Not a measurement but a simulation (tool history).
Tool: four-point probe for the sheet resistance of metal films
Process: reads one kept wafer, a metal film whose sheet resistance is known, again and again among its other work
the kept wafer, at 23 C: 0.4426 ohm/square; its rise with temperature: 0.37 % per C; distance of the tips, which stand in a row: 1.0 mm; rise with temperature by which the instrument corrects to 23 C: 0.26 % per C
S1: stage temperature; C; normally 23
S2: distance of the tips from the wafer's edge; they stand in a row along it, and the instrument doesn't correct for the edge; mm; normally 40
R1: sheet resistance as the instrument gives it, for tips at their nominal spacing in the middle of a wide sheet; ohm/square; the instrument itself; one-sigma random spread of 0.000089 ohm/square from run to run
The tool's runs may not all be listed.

| run | hour | S1 | S2 | R1 |
|---|---|---|---|---|
| 1 | 0 | 23 | 40 | 0.442593 |
|  | 27.8 | stage's thermometer calibrated |
| 2 | 68.5 | 23 | 40 | 0.442016 |
| 3 | 118.7 | 23 | 40 | 0.4418 |
| 4 | 152 | 23 | 40 | 0.441806 |
| 5 | 211 | 23 | 40 | 0.441904 |
| 6 | 251.9 | 23 | 40 | 0.442072 |
| 7 | 282.5 | 23 | 40 | 0.441981 |
| 8 | 348.2 | 23 | 40 | 0.442038 |
| 9 | 376.9 | 23 | 40 | 0.442067 |
| 10 | 409.3 | 23 | 40 | 0.441817 |
| 11 | 460.7 | 23 | 40 | 0.442057 |
| 12 | 513.1 | 22 | 40 | 0.441489 |
| 13 | 579.2 | 22 | 40 | 0.441376 |
| 14 | 642.2 | 31 | 10 | 0.448185 |
| 15 | 697.5 | 21 | 27 | 0.441194 |
| 16 | 741.5 | 23 | 5 | 0.451126 |
| 17 | 771.9 | 31 | 25 | 0.445841 |
| 18 | 808.6 | 31 | 25 | 0.44614 |
| 19 | 854.2 | 31 | 25 | 0.446012 |
| 20 | 892.2 | 31 | 25 | 0.445923 |
| 21 | 941.6 | 25 | 3 | 0.467772 |
| 22 | 969.7 | 22 | 40 | 0.441427 |
| 23 | 1035.1 | 19 | 4 | 0.454244 |
| 24 | 1065.9 | 33 | 36 | 0.446856 |
| 25 | 1097.7 | 33 | 36 | 0.446844 |

Here are 4 independent what-if runs from the current tool condition. What would each one return?
| A | 1129.4 | 20 | 5 | ? |
| B | 1129.4 | 27 | 3 | ? |
| C | 1129.4 | 29 | 40 | ? |
| D | 1129.4 | 19 | 31 | ? |

| run | R1 |
|---|---|
| A | 0.449784 |
| B | 0.468716 |
| C | 0.444839 |
| D | 0.440023 |
Had the tool no hidden state, the same runs would have come out as:
| run | R1 |
|---|---|
| A | 0.450574 |
| B | 0.469544 |
| C | 0.445632 |
| D | 0.440797 |
